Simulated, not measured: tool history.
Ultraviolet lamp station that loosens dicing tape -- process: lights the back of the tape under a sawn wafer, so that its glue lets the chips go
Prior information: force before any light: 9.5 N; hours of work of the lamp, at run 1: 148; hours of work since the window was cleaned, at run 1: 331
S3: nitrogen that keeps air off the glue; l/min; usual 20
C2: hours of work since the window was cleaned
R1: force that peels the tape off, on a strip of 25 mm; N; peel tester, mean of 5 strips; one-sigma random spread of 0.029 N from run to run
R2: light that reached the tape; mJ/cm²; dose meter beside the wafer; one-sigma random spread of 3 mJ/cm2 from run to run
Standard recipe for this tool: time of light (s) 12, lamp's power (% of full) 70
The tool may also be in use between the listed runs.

run 1 hour=0.0 | time_of_light_(s)=12 lamp's_power_(%_of_full)=70 S3=20 | hours_of_work_of_the_lamp=148 C2=331 | R1=1.896 R2=379
run 2 hour=38.4 | time_of_light_(s)=12 lamp's_power_(%_of_full)=70 S3=9 | hours_of_work_of_the_lamp=178 C2=361 | R1=2.402 R2=383
run 3 hour=66.7 | time_of_light_(s)=12 lamp's_power_(%_of_full)=70 S3=20 | hours_of_work_of_the_lamp=200 C2=383 | R1=1.922 R2=374
run 4 hour=101.2 | time_of_light_(s)=12 lamp's_power_(%_of_full)=70 S3=20 | hours_of_work_of_the_lamp=227 C2=410 | R1=2.044 R2=364
run 5 hour=126.1 | time_of_light_(s)=12 lamp's_power_(%_of_full)=70 S3=20 | hours_of_work_of_the_lamp=246 C2=430 | R1=2.085 R2=361
run 6 hour=174.8 | time_of_light_(s)=12 lamp's_power_(%_of_full)=70 S3=20 | hours_of_work_of_the_lamp=284 C2=467 | R1=2.111 R2=351
run 7 hour=223.6 | time_of_light_(s)=12 lamp's_power_(%_of_full)=70 S3=20 | hours_of_work_of_the_lamp=322 C2=506 | R1=2.261 R2=344
-- hour=226.6 window cleaned of glue's vapour
run 8 hour=253.1 | time_of_light_(s)=12 lamp's_power_(%_of_full)=70 S3=20 | hours_of_work_of_the_lamp=345 C2=21 | R1=2.380 R2=328
run 9 hour=302.8 | time_of_light_(s)=12 lamp's_power_(%_of_full)=69 S3=20 | hours_of_work_of_the_lamp=383 C2=59 | R1=2.579 R2=314
run 10 hour=327.2 | time_of_light_(s)=12 lamp's_power_(%_of_full)=82 S3=22 | hours_of_work_of_the_lamp=402 C2=78 | R1=1.941 R2=369
run 11 hour=355.6 | time_of_light_(s)=10 lamp's_power_(%_of_full)=86 S3=11 | hours_of_work_of_the_lamp=424 C2=100 | R1=2.859 R2=317
run 12 hour=393.4 | time_of_light_(s)=10 lamp's_power_(%_of_full)=69 S3=12 | hours_of_work_of_the_lamp=454 C2=130 | R1=3.772 R2=249
run 13 hour=433.5 | time_of_light_(s)=10 lamp's_power_(%_of_full)=69 S3=12 | hours_of_work_of_the_lamp=485 C2=161 | R1=3.859 R2=245
run 14 hour=466.3 | time_of_light_(s)=11 lamp's_power_(%_of_full)=70 S3=36 | hours_of_work_of_the_lamp=511 C2=187 | R1=2.842 R2=266
-- hour=487.4 window cleaned of glue's vapour, once more
run 15 hour=487.4 | time_of_light_(s)=12 lamp's_power_(%_of_full)=76 S3=25 | hours_of_work_of_the_lamp=527 C2=0 | R1=1.682 R2=395
run 16 hour=508.2 | time_of_light_(s)=6 lamp's_power_(%_of_full)=65 S3=25 | hours_of_work_of_the_lamp=543 C2=16 | R1=4.571 R2=165

Hidden state at the last listed run before each entry between runs and at the first one after, where it differs:
Run 7 -> run 8: window cleaned of glue's vapour (hour 226.6)
  lamp's light, % of a new lamp's: 87.2 -> 86.3; light that the window lets through, % of a clean one's: 85.8 -> 83.7
  measured minus no-state result, R1: +0.854 -> +0.972 N; R2: -115 -> -126 mJ/cm²
Run 14 -> run 15: window cleaned of glue's vapour, once more (hour 487.4)
  lamp's light, % of a new lamp's: 80.4 -> 79.8; light that the window lets through, % of a clean one's: 79.2 -> 99.7
  measured minus no-state result, R1: +1.406 -> +0.586 N; R2: -153 -> -101 mJ/cm²

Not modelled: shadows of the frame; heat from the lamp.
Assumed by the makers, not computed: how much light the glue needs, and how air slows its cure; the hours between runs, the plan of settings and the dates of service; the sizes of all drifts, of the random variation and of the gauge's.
